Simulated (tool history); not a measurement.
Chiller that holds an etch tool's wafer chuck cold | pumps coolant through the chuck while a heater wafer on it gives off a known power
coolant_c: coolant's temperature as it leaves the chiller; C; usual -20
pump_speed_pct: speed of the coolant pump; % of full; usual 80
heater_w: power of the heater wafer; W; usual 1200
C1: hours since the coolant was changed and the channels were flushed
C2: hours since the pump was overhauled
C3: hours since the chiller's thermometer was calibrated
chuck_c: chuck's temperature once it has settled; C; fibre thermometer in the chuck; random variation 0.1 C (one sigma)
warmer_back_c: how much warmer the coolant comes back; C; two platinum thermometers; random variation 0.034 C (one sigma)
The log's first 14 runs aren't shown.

{"run": 15, "hour": 635.4, "coolant_c": -20, "pump_speed_pct": 80, "heater_w": 1200, "C1": 5667, "C2": 2237, "C3": 1702, "chuck_c": -8.4, "warmer_back_c": 5.19}
{"run": 16, "hour": 665.6, "coolant_c": -20, "pump_speed_pct": 80, "heater_w": 1200, "C1": 5697, "C2": 2267, "C3": 1732, "chuck_c": -8.5, "warmer_back_c": 5.17}
{"run": 17, "hour": 721.1, "coolant_c": -13, "pump_speed_pct": 93, "heater_w": 1220, "C1": 5753, "C2": 2323, "C3": 1788, "chuck_c": -2.9, "warmer_back_c": 4.5}
{"run": 18, "hour": 761.9, "coolant_c": -12, "pump_speed_pct": 93, "heater_w": 1220, "C1": 5793, "C2": 2364, "C3": 1829, "chuck_c": -1.9, "warmer_back_c": 4.49}
{"run": 19, "hour": 798.8, "coolant_c": -20, "pump_speed_pct": 80, "heater_w": 1726, "C1": 5830, "C2": 2401, "C3": 1866, "chuck_c": -3.0, "warmer_back_c": 7.35}
{"run": 20, "hour": 844.3, "coolant_c": -20, "pump_speed_pct": 80, "heater_w": 1726, "C1": 5876, "C2": 2446, "C3": 1911, "chuck_c": -3.4, "warmer_back_c": 7.4}
{"run": 21, "hour": 882.7, "coolant_c": -20, "pump_speed_pct": 80, "heater_w": 668, "C1": 5914, "C2": 2485, "C3": 1950, "chuck_c": -13.6, "warmer_back_c": 3.04}
{"run": 22, "hour": 940.8, "coolant_c": -22, "pump_speed_pct": 61, "heater_w": 945, "C1": 5972, "C2": 2543, "C3": 2008, "chuck_c": -9.9, "warmer_back_c": 5.61}
{"run": 23, "hour": 969.4, "coolant_c": -17, "pump_speed_pct": 76, "heater_w": 686, "C1": 6001, "C2": 2571, "C3": 2036, "chuck_c": -9.9, "warmer_back_c": 3.31}
{"run": 24, "hour": 1014.3, "coolant_c": -17, "pump_speed_pct": 76, "heater_w": 686, "C1": 6046, "C2": 2616, "C3": 2081, "chuck_c": -9.9, "warmer_back_c": 3.23}
{"run": 25, "hour": 1061.4, "coolant_c": -20, "pump_speed_pct": 65, "heater_w": 1200, "C1": 6093, "C2": 2663, "C3": 2128, "chuck_c": -5.6, "warmer_back_c": 6.69}
{"run": 26, "hour": 1091.9, "coolant_c": -20, "pump_speed_pct": 67, "heater_w": 1200, "C1": 6123, "C2": 2694, "C3": 2159, "chuck_c": -5.9, "warmer_back_c": 6.43}
{"hour": 1111.7, "done": "chiller's thermometer calibrated"}
{"run": 27, "hour": 1155.0, "coolant_c": -24, "pump_speed_pct": 66, "heater_w": 1325, "C1": 6186, "C2": 2756, "C3": 43, "chuck_c": -8.3, "warmer_back_c": 7.18}
{"run": 28, "hour": 1201.6, "coolant_c": -24, "pump_speed_pct": 66, "heater_w": 1325, "C1": 6232, "C2": 2803, "C3": 90, "chuck_c": -8.5, "warmer_back_c": 7.24}
{"run": 29, "hour": 1237.3, "coolant_c": -24, "pump_speed_pct": 66, "heater_w": 1325, "C1": 6268, "C2": 2838, "C3": 126, "chuck_c": -8.2, "warmer_back_c": 7.23}
{"run": 30, "hour": 1269.5, "coolant_c": -24, "pump_speed_pct": 66, "heater_w": 619, "C1": 6300, "C2": 2870, "C3": 158, "chuck_c": -16.6, "warmer_back_c": 3.56}
{"run": 31, "hour": 1313.2, "coolant_c": -20, "pump_speed_pct": 81, "heater_w": 607, "C1": 6344, "C2": 2914, "C3": 202, "chuck_c": -14.3, "warmer_back_c": 2.84}

4 ways to go on from here, each from the tool as it stands after run 31. What would each give?
{"run": "A", "hour": 1341.9, "coolant_c": -20, "pump_speed_pct": 65, "heater_w": 1200, "C1": 6372, "C2": 2943, "C3": 230, "chuck_c": "?", "warmer_back_c": "?"}
{"run": "B", "hour": 1341.9, "coolant_c": -20, "pump_speed_pct": 73, "heater_w": 607, "C1": 6372, "C2": 2943, "C3": 230, "chuck_c": "?", "warmer_back_c": "?"}
{"run": "C", "hour": 1341.9, "coolant_c": -22, "pump_speed_pct": 86, "heater_w": 760, "C1": 6372, "C2": 2943, "C3": 230, "chuck_c": "?", "warmer_back_c": "?"}
{"run": "D", "hour": 1341.9, "coolant_c": -20, "pump_speed_pct": 65, "heater_w": 958, "C1": 6372, "C2": 2943, "C3": 230, "chuck_c": "?", "warmer_back_c": "?"}

run=A chuck_c=-5.6 warmer_back_c=6.71
run=B chuck_c=-13.6 warmer_back_c=3.13
run=C chuck_c=-15.2 warmer_back_c=3.33
run=D chuck_c=-8.6 warmer_back_c=5.39
Without the tool's hidden state the same runs would have given:
run=A chuck_c=-5.6 warmer_back_c=6.35
run=B chuck_c=-13.6 warmer_back_c=2.77
run=C chuck_c=-15.2 warmer_back_c=2.97
run=D chuck_c=-8.6 warmer_back_c=5.03
